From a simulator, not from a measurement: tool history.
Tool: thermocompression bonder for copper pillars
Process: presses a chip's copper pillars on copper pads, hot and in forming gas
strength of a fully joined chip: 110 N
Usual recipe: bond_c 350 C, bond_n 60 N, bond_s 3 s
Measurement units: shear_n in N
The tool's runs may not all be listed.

run   hour  bond_c  bond_n  bond_s  shear_n
  1      0     350      60       3     73.4
  2   16.5     350      60       3       74
      25.6  -- heater calibrated with a thermocouple chip
  3   32.3     350      60       3     67.9
  4   41.6     350      60       3     68.8
  5   53.7     350      60       3     70.2
  6   62.1     350      60       3     68.5
  7   71.4     350      60       3       68
  8     79     350      60       3       67
  9   85.8     350      48       3     55.8
 10   99.2     350      48       3     56.6
 11  111.1     350      48       3       56
 12  124.9     326      60       3     52.6
 13  134.1     326      60       3       53
     136.8  -- force cell calibrated
 14  144.5     342      60       3     61.7
 15  152.3     342      60       3     62.3
 16  167.5     342      60       3     62.2
 17  181.3     341      60       3     59.5
     184.3  -- force cell calibrated, once more
 18  190.5     350      60       3       69
 19  201.3     350      60       3       69
 20  215.8     350      60       3     68.1
 21    229     349      61       7     83.5
 22  244.6     376      61       3       85
 23  251.8     330      60       3     56.1
 24    268     330      60       3     56.3
 25  279.3     348      65       3       74
 26  295.3     348      65       3     72.3
 27  307.4     341      36       8     54.6
 28  314.4     363      36       8     66.9
 29  325.2     327      50       6     57.7
 30  336.5     350      66       3     74.4
 31  350.5     353      88       6       98
 32  357.8     353      88       6     97.6
 33  369.2     353      88       6       97
     374.6  -- forming gas filter changed
 34  376.5     353      88       6    102.2
 35  386.2     353      88       6    103.1
 36    393     367      51       5     82.8
 37    402     367      51       5     83.4
 38  418.6     329      52       2       43
 39  433.4     326      52       7     65.4

Each row is a separate what-if for the run after 39, all from the same tool condition, not one after another. Results?
  A  446.9     367      54       8        ?
  B  446.9     336      77       2        ?
  C  446.9     342      49       3        ?

run  shear_n
  A     92.6
  B       69
  C     54.5
Without the tool's unlogged condition, the same runs would have read:
run  shear_n
  A     91.7
  B     67.1
  C     52.7
